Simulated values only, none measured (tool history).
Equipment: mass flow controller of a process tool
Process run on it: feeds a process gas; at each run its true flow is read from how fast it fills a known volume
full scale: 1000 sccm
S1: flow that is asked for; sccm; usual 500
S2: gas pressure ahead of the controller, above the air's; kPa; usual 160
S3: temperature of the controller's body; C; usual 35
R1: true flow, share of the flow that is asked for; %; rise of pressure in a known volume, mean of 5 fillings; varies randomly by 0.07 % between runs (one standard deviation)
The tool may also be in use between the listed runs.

Run 1, hour 0.0: usual settings. Result: R1 97.69 %.
Run 2, hour 76.1: usual settings but S2 155 kPa. Result: R1 97.67 %.
Run 3, hour 199.3: usual settings but S2 155 kPa, S3 30 C. Result: R1 98.24 %.
Run 4, hour 300.5: usual settings. Result: R1 97.92 %.
Run 5, hour 426.7: usual settings but S3 38 C. Result: R1 97.76 %.
Run 6, hour 513.9: usual settings but S1 644 sccm. Result: R1 98.63 %.
Run 7, hour 633.7: usual settings but S1 644 sccm. Result: R1 98.80 %.
Run 8, hour 747.5: usual settings but S1 644 sccm. Result: R1 98.82 %.
Run 9, hour 860.1: usual settings. Result: R1 98.61 %.
Run 10, hour 929.4: usual settings but S1 411 sccm. Result: R1 98.30 %.
Run 11, hour 1070.7: usual settings but S1 411 sccm. Result: R1 98.70 %.
Run 12, hour 1220.1: usual settings. Result: R1 98.91 %.
Run 13, hour 1368.6: usual settings but S2 257 kPa. Result: R1 99.35 %.
Run 14, hour 1493.7: usual settings but S2 257 kPa. Result: R1 99.57 %.
Run 15, hour 1631.6: usual settings but S2 257 kPa. Result: R1 99.65 %.
Run 16, hour 1773.5: usual settings but S2 265 kPa. Result: R1 99.85 %.
Run 17, hour 1876.2: usual settings but S2 265 kPa. Result: R1 100.00 %.
Run 18, hour 1992.9: usual settings but S2 265 kPa. Result: R1 99.99 %.
Run 19, hour 2099.3: usual settings but S2 265 kPa. Result: R1 100.21 %.
Run 20, hour 2174.3: usual settings but S1 663 sccm, S2 265 kPa. Result: R1 100.85 %.
Run 21, hour 2267.4: usual settings but S1 663 sccm, S2 265 kPa. Result: R1 100.96 %.
Run 22, hour 2370.4: usual settings but S1 399 sccm. Result: R1 100.13 %.
At hour 2480.6: gauge calibrated.
Run 23, hour 2523.8: usual settings but S1 739 sccm. Result: R1 98.42 %.
Run 24, hour 2615.8: usual settings but S1 739 sccm. Result: R1 98.51 %.
Run 25, hour 2690.3: usual settings but S1 948 sccm. Result: R1 99.15 %.
Run 26, hour 2776.3: usual settings but S1 948 sccm. Result: R1 99.23 %.
Run 27, hour 2889.6: usual settings but S1 948 sccm, S2 144 kPa, S3 34 C. Result: R1 99.40 %.
Run 28, hour 2972.2: usual settings but S1 948 sccm, S2 144 kPa, S3 34 C. Result: R1 99.54 %.
At hour 3063.3: controller exchanged for a calibrated one.
Run 29, hour 3066.2: usual settings but S3 25 C. Result: R1 99.21 %.
Run 30, hour 3206.0: usual settings but S1 806 sccm, S3 25 C. Result: R1 100.16 %.
Run 31, hour 3322.5: usual settings but S1 351 sccm, S3 36 C. Result: R1 97.97 %.
Run 32, hour 3417.9: usual settings but S1 436 sccm, S2 151 kPa, S3 26 C. Result: R1 99.29 %.
Run 33, hour 3557.9: usual settings but S2 184 kPa. Result: R1 98.93 %.
Run 34, hour 3693.8: usual settings but S1 263 sccm, S2 184 kPa, S3 38 C. Result: R1 98.16 %.
Run 35, hour 3777.8: usual settings but S1 263 sccm, S2 184 kPa, S3 38 C. Result: R1 98.18 %.
Run 36, hour 3896.7: usual settings but S1 308 sccm, S2 193 kPa, S3 27 C. Result: R1 99.40 %.
Run 37, hour 4040.1: usual settings but S1 685 sccm, S2 193 kPa. Result: R1 100.14 %.
Run 38, hour 4119.2: usual settings but S1 685 sccm, S2 193 kPa, S3 27 C. Result: R1 100.78 %.
Run 39, hour 4203.5: usual settings but S1 595 sccm, S2 175 kPa, S3 25 C. Result: R1 100.77 %.
Run 40, hour 4346.7: usual settings but S1 595 sccm, S2 175 kPa, S3 25 C. Result: R1 100.91 %.
Run 41, hour 4471.7: usual settings but S1 124 sccm, S2 194 kPa, S3 33 C. Result: R1 99.00 %.
Run 42, hour 4541.9: usual settings but S1 190 sccm, S3 27 C. Result: R1 99.81 %.
Run 43, hour 4628.5: usual settings but S1 190 sccm, S3 27 C. Result: R1 99.89 %.
Run 44, hour 4745.6: usual settings but S1 190 sccm, S3 34 C. Result: R1 99.30 %.
Run 45, hour 4812.7: usual settings but S2 162 kPa. Result: R1 100.34 %.
Run 46, hour 4904.0: usual settings but S1 399 sccm, S2 272 kPa, S3 25 C. Result: R1 101.12 %.
Run 47, hour 5001.5: usual settings but S1 399 sccm, S2 272 kPa, S3 25 C. Result: R1 101.34 %.
Run 48, hour 5136.6: usual settings but S1 140 sccm, S2 205 kPa, S3 23 C. Result: R1 100.79 %.

Measured result minus the same run's result without the hidden state. Both carry the same run-to-run variation, though not necessarily the same gauge scatter:
Hidden state present: flow at rest that the sensor doesn't see, % of full scale; true flow over the shown one, %; drift of the gauge itself on true_pct, %.
run     R1
  1  -0.02
  2  +0.07
  3  +0.21
  4  +0.34
  5  +0.48
  6  +0.59
  7  +0.73
  8  +0.85
  9  +0.98
 10  +1.07
 11  +1.23
 12  +1.40
 13  +1.57
 14  +1.72
 15  +1.88
 16  +2.05
 17  +2.16
 18  +2.30
 19  +2.42
 20  +2.52
 21  +2.62
 22  +2.73
 23  +0.03
 24  +0.13
 25  +0.22
 26  +0.33
 27  +0.45
 28  +0.56
 29  +0.68
 30  +0.86
 31  +0.97
 32  +1.09
 33  +1.25
 34  +1.39
 35  +1.49
 36  +1.64
 37  +1.82
 38  +1.92
 39  +2.02
 40  +2.19
 41  +2.29
 42  +2.39
 43  +2.49
 44  +2.60
 45  +2.70
 46  +2.83
 47  +2.94
 48  +3.09

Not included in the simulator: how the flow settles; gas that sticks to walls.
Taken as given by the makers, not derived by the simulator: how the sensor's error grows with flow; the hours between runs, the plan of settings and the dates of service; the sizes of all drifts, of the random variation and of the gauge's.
